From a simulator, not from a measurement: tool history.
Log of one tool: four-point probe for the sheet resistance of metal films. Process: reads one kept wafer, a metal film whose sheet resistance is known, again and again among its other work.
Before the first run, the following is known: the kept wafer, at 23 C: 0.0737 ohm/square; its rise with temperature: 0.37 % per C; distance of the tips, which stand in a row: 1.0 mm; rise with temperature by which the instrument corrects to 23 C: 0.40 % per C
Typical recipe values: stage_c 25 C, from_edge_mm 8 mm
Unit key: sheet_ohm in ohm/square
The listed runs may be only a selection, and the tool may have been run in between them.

{"run": 1, "hour": 0.0, "stage_c": 25, "from_edge_mm": 8, "sheet_ohm": 0.073753}
{"run": 2, "hour": 114.0, "stage_c": 25, "from_edge_mm": 8, "sheet_ohm": 0.073714}
{"run": 3, "hour": 205.4, "stage_c": 25, "from_edge_mm": 8, "sheet_ohm": 0.073675}
{"run": 4, "hour": 266.7, "stage_c": 25, "from_edge_mm": 8, "sheet_ohm": 0.073692}
{"run": 5, "hour": 327.9, "stage_c": 24, "from_edge_mm": 8, "sheet_ohm": 0.073701}
{"hour": 400.7, "done": "stage's thermometer calibrated"}
{"run": 6, "hour": 448.4, "stage_c": 24, "from_edge_mm": 8, "sheet_ohm": 0.073865}
{"run": 7, "hour": 537.9, "stage_c": 24, "from_edge_mm": 8, "sheet_ohm": 0.073871}
{"run": 8, "hour": 651.5, "stage_c": 24, "from_edge_mm": 8, "sheet_ohm": 0.073826}
{"run": 9, "hour": 705.7, "stage_c": 24, "from_edge_mm": 8, "sheet_ohm": 0.073817}
{"run": 10, "hour": 818.2, "stage_c": 25, "from_edge_mm": 40, "sheet_ohm": 0.073196}
{"run": 11, "hour": 915.3, "stage_c": 21, "from_edge_mm": 59, "sheet_ohm": 0.073255}
{"run": 12, "hour": 973.8, "stage_c": 21, "from_edge_mm": 59, "sheet_ohm": 0.073246}
{"run": 13, "hour": 1066.0, "stage_c": 27, "from_edge_mm": 15, "sheet_ohm": 0.073239}

What will run 14 give?
{"run": 14, "hour": 1160.0, "stage_c": 34, "from_edge_mm": 9, "sheet_ohm": "?"}

Logged for run 14: sheet_ohm 0.073413 ohm/square.
Minus the tool's unlogged condition, the same run would have read sheet_ohm 0.073960 ohm/square.
